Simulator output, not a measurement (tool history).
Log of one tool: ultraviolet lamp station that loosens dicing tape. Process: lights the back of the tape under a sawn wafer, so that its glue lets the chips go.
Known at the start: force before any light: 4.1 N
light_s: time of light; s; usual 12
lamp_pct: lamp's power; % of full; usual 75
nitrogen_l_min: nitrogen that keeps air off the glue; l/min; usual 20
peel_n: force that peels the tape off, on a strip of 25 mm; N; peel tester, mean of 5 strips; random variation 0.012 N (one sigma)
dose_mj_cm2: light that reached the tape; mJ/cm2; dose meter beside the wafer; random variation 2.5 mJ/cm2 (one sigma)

| run | hour | light_s | lamp_pct | nitrogen_l_min | peel_n | dose_mj_cm2 |
|---|---|---|---|---|---|---|
| 1 | 0 | 12 | 75 | 20 | 0.601 | 261 |
| 2 | 15.5 | 12 | 75 | 10 | 0.749 | 266 |
| 3 | 48.4 | 12 | 75 | 10 | 0.773 | 265 |
|  | 55.5 | window cleaned of glue's vapour |
| 4 | 79.4 | 12 | 75 | 10 | 0.833 | 249 |
| 5 | 97.7 | 12 | 75 | 10 | 0.819 | 255 |
| 6 | 112.8 | 12 | 75 | 10 | 0.834 | 250 |
| 7 | 137.8 | 12 | 75 | 20 | 0.719 | 249 |
| 8 | 157.1 | 12 | 75 | 20 | 0.714 | 247 |
| 9 | 184.2 | 12 | 75 | 20 | 0.659 | 244 |
| 10 | 209.1 | 7 | 75 | 20 | 1.425 | 143 |
|  | 214.7 | window cleaned of glue's vapour, once more |
| 11 | 227.8 | 12 | 75 | 13 | 0.648 | 279 |
| 12 | 246.3 | 12 | 75 | 13 | 0.666 | 277 |
| 13 | 263.7 | 16 | 95 | 13 | 0.344 | 471 |
| 14 | 296.2 | 16 | 95 | 13 | 0.346 | 468 |
| 15 | 320 | 16 | 95 | 13 | 0.343 | 467 |
| 16 | 347.2 | 15 | 75 | 23 | 0.425 | 345 |
| 17 | 362.7 | 12 | 60 | 10 | 1.018 | 217 |
| 18 | 386 | 6 | 60 | 10 | 1.987 | 106 |
| 19 | 410.1 | 6 | 60 | 10 | 1.937 | 108 |
| 20 | 432.1 | 6 | 60 | 10 | 1.956 | 111 |
| 21 | 456.6 | 12 | 75 | 7 | 0.835 | 268 |
| 22 | 483.5 | 12 | 75 | 7 | 0.853 | 270 |

3 ways to go on from here, each from the tool as it stands after run 22. What would each give?
| A | 497.1 | 12 | 75 | 10 | ? | ? |
| B | 497.1 | 18 | 75 | 7 | ? | ? |
| C | 497.1 | 6 | 100 | 20 | ? | ? |

| run | peel_n | dose_mj_cm2 |
|---|---|---|
| A | 0.766 | 265 |
| B | 0.509 | 400 |
| C | 1.077 | 176 |
Without the tool's hidden state the same runs would have given:
| run | peel_n | dose_mj_cm2 |
|---|---|---|
| A | 0.658 | 296 |
| B | 0.439 | 447 |
| C | 0.941 | 197 |
